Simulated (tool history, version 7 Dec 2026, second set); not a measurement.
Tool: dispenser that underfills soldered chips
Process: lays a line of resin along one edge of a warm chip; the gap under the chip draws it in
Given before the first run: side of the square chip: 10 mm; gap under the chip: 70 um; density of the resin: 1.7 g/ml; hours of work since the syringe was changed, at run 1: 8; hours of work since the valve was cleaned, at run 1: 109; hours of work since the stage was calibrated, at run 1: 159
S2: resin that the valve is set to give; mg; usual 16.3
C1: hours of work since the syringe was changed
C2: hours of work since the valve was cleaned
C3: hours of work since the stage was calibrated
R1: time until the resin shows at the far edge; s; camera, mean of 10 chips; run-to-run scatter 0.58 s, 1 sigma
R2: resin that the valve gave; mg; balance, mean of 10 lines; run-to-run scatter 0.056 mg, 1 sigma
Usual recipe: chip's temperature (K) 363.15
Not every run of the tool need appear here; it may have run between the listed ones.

{"run": 1, "day": 0.0, "chip's temperature (K)": 363.15, "S2": 16.3, "C1": 8, "C2": 109, "C3": 159, "R1": 77.5, "R2": 15.42}
{"day": 0.05, "done": "new syringe of resin"}
{"day": 0.129, "done": "dispensing valve cleaned and set on the balance"}
{"run": 2, "day": 0.233, "chip's temperature (K)": 363.15, "S2": 16.3, "C1": 3, "C2": 2, "C3": 162, "R1": 57.3, "R2": 16.21}
{"day": 0.588, "done": "new syringe of resin"}
{"run": 3, "day": 0.617, "chip's temperature (K)": 353.15, "S2": 16.3, "C1": 1, "C2": 9, "C3": 169, "R1": 79.3, "R2": 16.1}
{"run": 4, "day": 1.017, "chip's temperature (K)": 363.15, "S2": 16.3, "C1": 8, "C2": 17, "C3": 177, "R1": 77.7, "R2": 16.06}
{"day": 1.083, "done": "new syringe of resin"}
{"run": 5, "day": 1.238, "chip's temperature (K)": 363.15, "S2": 16.3, "C1": 3, "C2": 21, "C3": 181, "R1": 60.8, "R2": 16.04}
{"run": 6, "day": 1.454, "chip's temperature (K)": 363.15, "S2": 16.3, "C1": 7, "C2": 25, "C3": 185, "R1": 74.1, "R2": 16.09}
{"day": 1.571, "done": "new syringe of resin"}
{"run": 7, "day": 1.754, "chip's temperature (K)": 363.15, "S2": 16.3, "C1": 3, "C2": 30, "C3": 190, "R1": 60.9, "R2": 16.06}
{"run": 8, "day": 1.929, "chip's temperature (K)": 363.15, "S2": 16.3, "C1": 7, "C2": 33, "C3": 193, "R1": 72.0, "R2": 15.96}
{"day": 2.062, "done": "new syringe of resin"}
{"run": 9, "day": 2.262, "chip's temperature (K)": 363.15, "S2": 16.3, "C1": 4, "C2": 39, "C3": 200, "R1": 62.3, "R2": 15.99}
{"run": 10, "day": 2.504, "chip's temperature (K)": 363.15, "S2": 15.3, "C1": 8, "C2": 44, "C3": 204, "R1": 82.2, "R2": 14.78}
{"day": 2.546, "done": "new syringe of resin"}
{"run": 11, "day": 2.792, "chip's temperature (K)": 363.15, "S2": 15.7, "C1": 5, "C2": 49, "C3": 209, "R1": 65.9, "R2": 15.19}
{"day": 3.025, "done": "new syringe of resin"}
{"run": 12, "day": 3.138, "chip's temperature (K)": 363.15, "S2": 15.7, "C1": 2, "C2": 56, "C3": 216, "R1": 57.9, "R2": 15.2}
{"run": 13, "day": 3.433, "chip's temperature (K)": 363.15, "S2": 15.7, "C1": 8, "C2": 61, "C3": 221, "R1": 76.6, "R2": 15.11}
{"day": 3.5, "done": "new syringe of resin"}
{"run": 14, "day": 3.738, "chip's temperature (K)": 360.15, "S2": 15.7, "C1": 5, "C2": 67, "C3": 227, "R1": 77.4, "R2": 15.08}
{"day": 3.967, "done": "new syringe of resin"}
{"run": 15, "day": 4.008, "chip's temperature (K)": 353.15, "S2": 15.7, "C1": 1, "C2": 72, "C3": 232, "R1": 84.4, "R2": 15.05}
{"run": 16, "day": 4.3, "chip's temperature (K)": 363.15, "S2": 16.3, "C1": 6, "C2": 77, "C3": 237, "R1": 71.4, "R2": 15.54}
{"day": 4.442, "done": "new syringe of resin"}
{"run": 17, "day": 4.717, "chip's temperature (K)": 363.15, "S2": 17.0, "C1": 5, "C2": 85, "C3": 245, "R1": 68.1, "R2": 16.19}
{"day": 4.925, "done": "new syringe of resin"}
{"run": 18, "day": 4.946, "chip's temperature (K)": 367.15, "S2": 18.6, "C1": 0, "C2": 89, "C3": 249, "R1": 43.8, "R2": 17.61}
{"run": 19, "day": 5.242, "chip's temperature (K)": 368.15, "S2": 20.0, "C1": 6, "C2": 95, "C3": 255, "R1": 56.7, "R2": 18.92}
{"day": 5.425, "done": "new syringe of resin"}
{"run": 20, "day": 5.617, "chip's temperature (K)": 368.15, "S2": 20.5, "C1": 4, "C2": 101, "C3": 261, "R1": 48.2, "R2": 19.28}
{"run": 21, "day": 5.821, "chip's temperature (K)": 367.15, "S2": 17.3, "C1": 8, "C2": 105, "C3": 265, "R1": 64.7, "R2": 16.33}
{"day": 5.912, "done": "new syringe of resin"}
{"day": 6.154, "done": "dispensing valve cleaned and set on the balance"}
{"run": 22, "day": 6.25, "chip's temperature (K)": 354.15, "S2": 16.3, "C1": 6, "C2": 2, "C3": 272, "R1": 104.8, "R2": 16.2}
{"day": 6.442, "done": "new syringe of resin"}
{"run": 23, "day": 6.517, "chip's temperature (K)": 376.15, "S2": 20.3, "C1": 1, "C2": 7, "C3": 277, "R1": 32.6, "R2": 20.12}
{"run": 24, "day": 6.812, "chip's temperature (K)": 376.15, "S2": 20.3, "C1": 7, "C2": 12, "C3": 283, "R1": 42.6, "R2": 20.0}
{"day": 6.921, "done": "new syringe of resin"}
{"run": 25, "day": 7.204, "chip's temperature (K)": 376.15, "S2": 20.3, "C1": 5, "C2": 19, "C3": 290, "R1": 40.0, "R2": 19.93}
{"day": 7.417, "done": "new syringe of resin"}
{"run": 26, "day": 7.442, "chip's temperature (K)": 353.15, "S2": 16.3, "C1": 1, "C2": 24, "C3": 294, "R1": 84.2, "R2": 15.95}
{"run": 27, "day": 7.7, "chip's temperature (K)": 376.15, "S2": 19.9, "C1": 5, "C2": 29, "C3": 299, "R1": 38.8, "R2": 19.48}
{"day": 7.908, "done": "new syringe of resin"}
{"run": 28, "day": 7.983, "chip's temperature (K)": 349.15, "S2": 18.8, "C1": 1, "C2": 34, "C3": 304, "R1": 101.0, "R2": 18.35}
{"run": 29, "day": 8.192, "chip's temperature (K)": 349.15, "S2": 18.8, "C1": 5, "C2": 38, "C3": 308, "R1": 125.2, "R2": 18.2}

Predict the results of run 30:
{"day": 8.379, "done": "new syringe of resin"}
{"run": 30, "day": 8.433, "chip's temperature (K)": 375.15, "S2": 16.5, "C1": 1, "C2": 42, "C3": 313, "R1": "?", "R2": "?"}

Logged for run 30: R1 32.9 s, R2 16.07 mg.
With no hidden state in the tool, this same run would have given R1 30.2 s, R2 16.54 mg.

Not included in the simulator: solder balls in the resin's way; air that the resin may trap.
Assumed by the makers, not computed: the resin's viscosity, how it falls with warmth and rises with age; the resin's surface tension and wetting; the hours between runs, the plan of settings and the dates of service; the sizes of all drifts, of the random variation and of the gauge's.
